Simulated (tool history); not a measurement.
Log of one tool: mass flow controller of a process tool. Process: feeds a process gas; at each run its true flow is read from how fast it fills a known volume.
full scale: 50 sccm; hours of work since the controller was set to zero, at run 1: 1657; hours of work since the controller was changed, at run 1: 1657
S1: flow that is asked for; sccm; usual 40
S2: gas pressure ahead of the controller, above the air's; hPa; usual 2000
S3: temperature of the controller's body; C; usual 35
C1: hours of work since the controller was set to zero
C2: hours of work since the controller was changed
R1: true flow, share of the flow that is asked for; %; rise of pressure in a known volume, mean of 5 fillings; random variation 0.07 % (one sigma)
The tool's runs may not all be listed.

run,hour,S1,S2,S3,C1,C2,R1
1,0.0,40,2000,35,1657,1657,98.20
2,67.2,40,2000,35,1692,1692,98.17
3,124.0,22,2000,35,1721,1721,96.85
4,205.4,22,2000,35,1763,1763,96.85
5,266.1,22,2000,35,1794,1794,97.02
6,331.0,40,2000,35,1828,1828,98.17
7,397.6,40,2000,35,1862,1862,98.05
8,468.4,40,2000,22,1899,1899,99.60
9,524.6,40,2100,22,1928,1928,99.74
10,568.9,40,2000,35,1951,1951,98.12
11,619.9,40,2000,35,1977,1977,98.22
12,699.9,40,2000,35,2019,2019,98.14
13,764.4,40,2000,35,2052,2052,98.15
14,801.7,40,2000,35,2071,2071,98.22
15,859.5,40,2000,35,2101,2101,98.07
16,933.6,40,2000,33,2140,2140,98.40
17,977.2,40,2000,33,2162,2162,98.49
18,1022.8,40,2000,33,2186,2186,98.45
19,1085.2,40,2000,38,2218,2218,97.79
20,1135.6,40,2000,38,2244,2244,97.78
21,1208.0,40,2540,35,2282,2282,98.35
22,1266.8,40,2540,35,2312,2312,98.25
23,1332.4,40,2540,35,2346,2346,98.24
24,1389.4,40,2000,27,2375,2375,99.22
25,1461.9,40,2000,27,2413,2413,99.18
26,1515.8,40,2000,27,2441,2441,99.13
27,1577.0,40,1650,35,2472,2472,98.02
28,1655.7,13,1950,21,2513,2513,97.96
29,1725.2,13,1950,21,2549,2549,97.83
30,1774.7,13,1950,21,2575,2575,97.82
31,1845.8,13,1950,21,2611,2611,97.86
32,1890.6,48,2440,35,2635,2635,98.94
33,1932.5,13,2720,22,2656,2656,98.02
34,1976.0,13,1580,37,2679,2679,95.94
35,2012.8,13,1580,37,2698,2698,95.92
36,2052.8,40,2000,38,2718,2718,97.82
37,2126.5,33,2230,35,2757,2757,97.76
38,2207.7,5,1740,35,2799,2799,95.59
39,2276.3,5,1740,35,2834,2834,95.48
40,2342.4,8,2630,24,2868,2868,97.59
41,2391.7,6,2770,20,2894,2894,97.88
42,2437.0,6,2770,20,2917,2917,97.82
43,2507.8,6,1650,24,2954,2954,96.93
44,2556.5,37,1650,28,2979,2979,98.54
45,2614.8,7,1570,30,3009,3009,96.18
46,2673.6,40,2590,33,3039,3039,98.62
47,2720.8,29,2010,35,3064,3064,97.46
48,2797.5,18,1860,35,3104,3104,96.58
49,2859.4,22,1900,33,3136,3136,97.15

Forecast each of these 3 alternatives for the next run:
A,2939.6,21,2540,35,3177,3177,?
B,2939.6,22,1950,33,3177,3177,?
C,2939.6,22,2800,33,3177,3177,?

run,R1
A,97.12
B,97.09
C,97.36
Without the tool's hidden state the same runs would have given:
run,R1
A,97.13
B,97.10
C,97.37

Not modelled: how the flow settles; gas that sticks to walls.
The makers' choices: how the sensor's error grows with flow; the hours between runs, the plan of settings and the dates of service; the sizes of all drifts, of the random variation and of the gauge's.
